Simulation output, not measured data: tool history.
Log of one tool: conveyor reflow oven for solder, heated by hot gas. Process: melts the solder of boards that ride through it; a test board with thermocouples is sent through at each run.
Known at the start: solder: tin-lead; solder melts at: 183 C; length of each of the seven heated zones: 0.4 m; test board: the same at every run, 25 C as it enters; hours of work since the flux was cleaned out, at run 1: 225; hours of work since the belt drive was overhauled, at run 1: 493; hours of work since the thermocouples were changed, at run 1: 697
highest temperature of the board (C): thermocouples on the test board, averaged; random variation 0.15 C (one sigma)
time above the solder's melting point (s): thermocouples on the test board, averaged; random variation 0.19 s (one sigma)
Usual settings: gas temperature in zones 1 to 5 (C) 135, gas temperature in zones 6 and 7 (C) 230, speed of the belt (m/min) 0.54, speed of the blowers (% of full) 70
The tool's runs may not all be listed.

run   hour  gas temperature in zones 1 to 5 (C)  gas temperature in zones 6 and 7 (C)  speed of the belt (m/min)  speed of the blowers (% of full)  hours of work since the flux was cleaned out  hours of work since the belt drive was overhauled  hours of work since the thermocouples were changed  highest temperature of the board (C)  time above the solder's melting point (s)
  1      0                                  135                                   230                       0.54                                70                                           225                                                493                                                 697                                 215.6                                       64.1
  2   18.6                                  135                                   230                       0.54                                70                                           239                                                507                                                 710                                 215.4                                       64.3
  3   42.8                                  135                                   230                       0.54                                51                                           257                                                525                                                 729                                 208.2                                       54.9
        62  -- thermocouples of zones 6 and 7 changed
  4     62                                  135                                   230                       0.54                                51                                           270                                                538                                                   0                                 208.3                                       54.9
  5   80.9                                  135                                   230                       0.54                                51                                           284                                                552                                                  14                                 208.1                                       54.5
  6   94.1                                  135                                   238                       0.54                                70                                           294                                                562                                                  24                                 222.4                                       70.3
  7  106.3                                  135                                   238                       0.54                                70                                           303                                                571                                                  33                                 222.6                                       70.3
  8    120                                  135                                   230                       0.54                                70                                           313                                                581                                                  43                                 215.6                                       64.4
  9  143.8                                  135                                   230                       0.54                                85                                           331                                                599                                                  61                                 219.3                                       68.4
 10  171.1                                  135                                   230                       0.54                                70                                           352                                                620                                                  82                                 215.4                                       64.5
 11  198.5                                  135                                   230                       0.54                                70                                           372                                                640                                                 102                                 215.4                                       64.6
 12  217.8                                  135                                   230                       0.54                                70                                           387                                                655                                                 117                                 215.4                                       64.2
     237.9  -- flux residue cleaned out of gas plates and filters
 13  243.4                                  135                                   230                       0.54                                70                                             4                                                670                                                 132                                 215.3                                       64.8
 14  255.1                                  135                                   230                       0.54                                59                                            13                                                679                                                 141                                 211.9                                       59.4
 15  274.5                                  135                                   230                       0.54                                59                                            27                                                693                                                 155                                 211.9                                       59.6
 16  291.7                                  134                                   218                      0.605                                61                                            40                                                706                                                 168                                 198.7                                       36.1
 17  316.3                                  135                                   230                       0.54                                60                                            59                                                725                                                 187                                 212.3                                         60
 18  337.8                                  135                                   230                       0.54                                60                                            75                                                741                                                 203                                 212.3                                       60.6
 19  358.7                                  135                                   230                      0.547                                76                                            90                                                756                                                 218                                 216.9                                       65.1
 20    372                                  126                                   230                       0.54                                57                                           100                                                766                                                 228                                 209.2                                       53.2
 21  394.7                                  126                                   230                       0.54                                57                                           117                                                783                                                 245                                   209                                       53.1
 22  415.5                                  135                                   221                      0.552                                78                                           133                                                799                                                 261                                 209.2                                       57.7
 23  432.1                                  135                                   230                      0.561                                62                                           145                                                811                                                 273                                 211.8                                       57.2
 24  451.8                                  147                                   241                       0.54                                70                                           160                                                826                                                 288                                 227.3                                       78.3
 25  471.5                                  135                                   242                      0.616                                70                                           175                                                841                                                 303                                 221.6                                       59.9
 26  494.2                                  133                                   242                      0.616                                70                                           192                                                858                                                 320                                 221.4                                       59.2
 27  508.4                                  144                                   230                       0.54                                70                                           203                                                868                                                 331                                 217.2                                       69.4

5 ways to go on from here, each from the tool as it stands after run 27. What would each give?
  A  529.2                                  144                                   227                       0.54                                70                                           218                                                884                                                 346                                     ?                                          ?
  B  529.2                                  135                                   239                       0.54                                60                                           218                                                884                                                 346                                     ?                                          ?
  C  529.2                                  135                                   221                       0.54                                70                                           218                                                884                                                 346                                     ?                                          ?
  D  529.2                                  140                                   239                       0.54                                87                                           218                                                884                                                 346                                     ?                                          ?
  E  529.2                                  135                                   233                      0.458                                70                                           218                                                884                                                 346                                     ?                                          ?

run  highest temperature of the board (C)  time above the solder's melting point (s)
  A                                 214.3                                       67.1
  B                                 220.2                                       67.6
  C                                 207.6                                       56.3
  D                                 228.4                                         77
  E                                 222.6                                       84.1
Without the tool's hidden state the same runs would have given:
run  highest temperature of the board (C)  time above the solder's melting point (s)
  A                                 214.4                                       67.1
  B                                 220.2                                       67.6
  C                                 207.6                                       56.3
  D                                 228.5                                         77
  E                                 222.6                                       84.1

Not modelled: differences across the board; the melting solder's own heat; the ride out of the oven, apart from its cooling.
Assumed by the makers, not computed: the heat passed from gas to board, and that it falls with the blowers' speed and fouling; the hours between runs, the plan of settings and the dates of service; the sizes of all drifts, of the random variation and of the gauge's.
